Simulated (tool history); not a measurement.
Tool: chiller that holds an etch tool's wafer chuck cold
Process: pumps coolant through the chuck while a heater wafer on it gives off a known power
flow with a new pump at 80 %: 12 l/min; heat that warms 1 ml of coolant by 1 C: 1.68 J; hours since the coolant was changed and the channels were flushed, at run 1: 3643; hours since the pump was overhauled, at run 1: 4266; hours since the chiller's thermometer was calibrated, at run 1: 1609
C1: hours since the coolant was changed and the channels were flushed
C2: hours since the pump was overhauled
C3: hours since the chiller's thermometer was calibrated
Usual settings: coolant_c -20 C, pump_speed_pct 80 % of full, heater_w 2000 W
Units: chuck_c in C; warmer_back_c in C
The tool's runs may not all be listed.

{"run": 1, "hour": 0.0, "coolant_c": -20, "pump_speed_pct": 80, "heater_w": 2000, "C1": 3643, "C2": 4266, "C3": 1609, "chuck_c": -6.0, "warmer_back_c": 5.95}
{"run": 2, "hour": 93.1, "coolant_c": -20, "pump_speed_pct": 80, "heater_w": 2000, "C1": 3736, "C2": 4359, "C3": 1702, "chuck_c": -5.8, "warmer_back_c": 5.96}
{"run": 3, "hour": 222.6, "coolant_c": -20, "pump_speed_pct": 80, "heater_w": 2000, "C1": 3866, "C2": 4489, "C3": 1831, "chuck_c": -5.9, "warmer_back_c": 5.89}
{"run": 4, "hour": 298.9, "coolant_c": -20, "pump_speed_pct": 80, "heater_w": 1261, "C1": 3942, "C2": 4565, "C3": 1907, "chuck_c": -11.2, "warmer_back_c": 3.68}
{"hour": 357.7, "done": "coolant changed, channels flushed"}
{"run": 5, "hour": 370.4, "coolant_c": -20, "pump_speed_pct": 80, "heater_w": 2000, "C1": 13, "C2": 4631, "C3": 1973, "chuck_c": -5.9, "warmer_back_c": 5.88}
{"run": 6, "hour": 474.0, "coolant_c": -20, "pump_speed_pct": 80, "heater_w": 2000, "C1": 116, "C2": 4734, "C3": 2077, "chuck_c": -6.2, "warmer_back_c": 5.84}
{"run": 7, "hour": 577.1, "coolant_c": -20, "pump_speed_pct": 80, "heater_w": 2000, "C1": 219, "C2": 4837, "C3": 2180, "chuck_c": -6.0, "warmer_back_c": 5.83}
{"run": 8, "hour": 665.0, "coolant_c": -20, "pump_speed_pct": 80, "heater_w": 2000, "C1": 307, "C2": 4925, "C3": 2268, "chuck_c": -6.1, "warmer_back_c": 5.75}
{"run": 9, "hour": 764.8, "coolant_c": -20, "pump_speed_pct": 80, "heater_w": 2000, "C1": 407, "C2": 5025, "C3": 2367, "chuck_c": -6.0, "warmer_back_c": 5.76}
{"run": 10, "hour": 870.8, "coolant_c": -20, "pump_speed_pct": 80, "heater_w": 2000, "C1": 513, "C2": 5131, "C3": 2473, "chuck_c": -5.9, "warmer_back_c": 5.73}
{"run": 11, "hour": 1002.9, "coolant_c": -20, "pump_speed_pct": 80, "heater_w": 2000, "C1": 645, "C2": 5263, "C3": 2605, "chuck_c": -6.0, "warmer_back_c": 5.73}
{"run": 12, "hour": 1123.4, "coolant_c": -24, "pump_speed_pct": 67, "heater_w": 2230, "C1": 766, "C2": 5384, "C3": 2726, "chuck_c": -5.9, "warmer_back_c": 7.74}
{"run": 13, "hour": 1270.9, "coolant_c": -20, "pump_speed_pct": 86, "heater_w": 1782, "C1": 913, "C2": 5531, "C3": 2873, "chuck_c": -8.2, "warmer_back_c": 4.59}
{"hour": 1357.3, "done": "gauge calibrated"}
{"run": 14, "hour": 1402.7, "coolant_c": -28, "pump_speed_pct": 78, "heater_w": 2188, "C1": 1045, "C2": 5663, "C3": 3005, "chuck_c": -12.3, "warmer_back_c": 6.68}
{"run": 15, "hour": 1489.5, "coolant_c": -19, "pump_speed_pct": 80, "heater_w": 1370, "C1": 1132, "C2": 5750, "C3": 3092, "chuck_c": -9.5, "warmer_back_c": 3.95}
{"run": 16, "hour": 1613.1, "coolant_c": -18, "pump_speed_pct": 80, "heater_w": 1082, "C1": 1255, "C2": 5873, "C3": 3216, "chuck_c": -10.3, "warmer_back_c": 3.18}
{"hour": 1653.5, "done": "chiller's thermometer calibrated"}
{"run": 17, "hour": 1746.2, "coolant_c": -18, "pump_speed_pct": 80, "heater_w": 1082, "C1": 1387, "C2": 6005, "C3": 93, "chuck_c": -10.3, "warmer_back_c": 3.05}
{"run": 18, "hour": 1844.8, "coolant_c": -22, "pump_speed_pct": 81, "heater_w": 1304, "C1": 1486, "C2": 6104, "C3": 191, "chuck_c": -12.8, "warmer_back_c": 3.74}
{"run": 19, "hour": 1957.8, "coolant_c": -22, "pump_speed_pct": 81, "heater_w": 1304, "C1": 1599, "C2": 6217, "C3": 304, "chuck_c": -13.0, "warmer_back_c": 3.69}

Hidden state or all else? Some run-to-run changes of warmer_back_c, split into what the settings, what came in and random variation would give without the hidden state, and what is left for the hidden state (with any gauge scatter that isn't in both results):
The hidden state here: heat passed by the chuck's channels, % of clean ones'; flow at a given pump speed, % of a new pump's; coolant's true temperature over the reading, C; drift of the gauge itself on chuck_c, C; drift of the gauge itself on warmer_back_c, C.
Run 12 -> 13: coolant_c -24 -> -20, pump_speed_pct 67 -> 86, heater_w 2230 -> 1782. warmer_back_c -3.15 C: hidden state -0.04, all else -3.11.
Run 13 -> 14: coolant_c -20 -> -28, pump_speed_pct 86 -> 78, heater_w 1782 -> 2188, gauge calibrated. warmer_back_c +2.09 C: hidden state +0.30, all else +1.79.
